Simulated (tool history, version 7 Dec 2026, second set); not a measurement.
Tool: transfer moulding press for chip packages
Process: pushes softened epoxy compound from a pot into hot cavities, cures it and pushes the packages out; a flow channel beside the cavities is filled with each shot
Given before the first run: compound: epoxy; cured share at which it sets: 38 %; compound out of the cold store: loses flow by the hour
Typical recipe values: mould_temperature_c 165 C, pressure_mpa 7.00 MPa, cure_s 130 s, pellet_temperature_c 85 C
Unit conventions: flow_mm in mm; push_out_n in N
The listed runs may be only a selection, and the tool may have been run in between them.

run,day,mould_temperature_c,pressure_mpa,cure_s,pellet_temperature_c,incoming compound's hours out of the cold store,flow_mm,push_out_n
1,0.000,165,7.00,130,85,32.8,766,212
2,0.262,165,7.00,130,85,47.6,727,232
3,0.575,165,7.00,130,85,32.1,762,240
4,0.821,165,7.00,114,85,19.5,780,289
# day 1.004: mould's thermocouples calibrated
5,1.179,165,7.00,114,85,33.7,764,280
6,1.392,165,7.00,114,85,41.9,740,274
7,1.608,165,6.30,130,85,46.5,683,245
8,1.867,165,7.00,130,85,30.8,749,256
9,2.271,165,6.68,130,85,25.9,758,278
10,2.642,165,7.00,130,85,32.4,749,274
11,3.067,165,7.00,130,85,25.7,752,284
12,3.279,165,7.00,130,85,45.3,728,283
13,3.579,165,7.00,130,85,44.7,725,291
# day 3.704: cavities cleaned with cleaning compound and waxed
14,3.975,165,5.21,130,85,27.7,650,199
15,4.404,165,7.00,130,83,23.7,759,211
16,4.762,165,7.00,130,83,14.1,783,230
17,5.188,165,6.46,130,83,29.9,725,234
18,5.500,166,7.00,130,77,30.6,747,241
19,5.821,165,7.00,130,77,26.1,760,255
20,6.117,162,5.85,130,77,36.9,688,294
21,6.388,163,6.72,169,82,27.5,730,222
22,6.642,163,6.72,169,82,24.1,761,245
23,6.904,163,6.72,169,82,12.1,759,247
24,7.096,163,6.72,169,82,29.4,738,250
25,7.433,159,7.00,130,84,46.9,724,383
26,7.788,170,5.32,138,82,22.5,644,252
27,7.992,170,5.32,138,82,11.5,652,259
28,8.304,170,7.00,130,86,29.3,724,267
# day 8.492: cavities cleaned with cleaning compound and waxed
29,8.571,170,7.00,130,86,20.7,726,164
30,8.758,168,6.84,130,92,10.6,753,174

Measured result minus the same run's result without the hidden state. Both carry the same run-to-run variation, though not necessarily the same gauge scatter:
The tool's hidden condition here consists of: true mould temperature over the reading, C; pressure that reaches the compound, % of what is set; grip of the stained cavities, % over clean ones'; drift of the gauge itself on flow_mm, %; drift of the gauge itself on push_out_n, %.
run,flow_mm,push_out_n
1,-43,+38
2,-42,+48
3,-45,+57
4,-47,+74
5,-48,+76
6,-47,+78
7,-45,+73
8,-50,+80
9,-52,+89
10,-53,+93
11,-54,+101
12,-53,+103
13,-54,+107
14,-49,+14
15,-59,+28
16,-63,+41
17,-59,+50
18,-62,+57
19,-65,+67
20,-59,+83
21,-64,+69
22,-68,+77
23,-69,+80
24,-68,+82
25,-68,+133
26,-61,+91
27,-63,+95
28,-71,+99
29,-72,+4
30,-75,+11
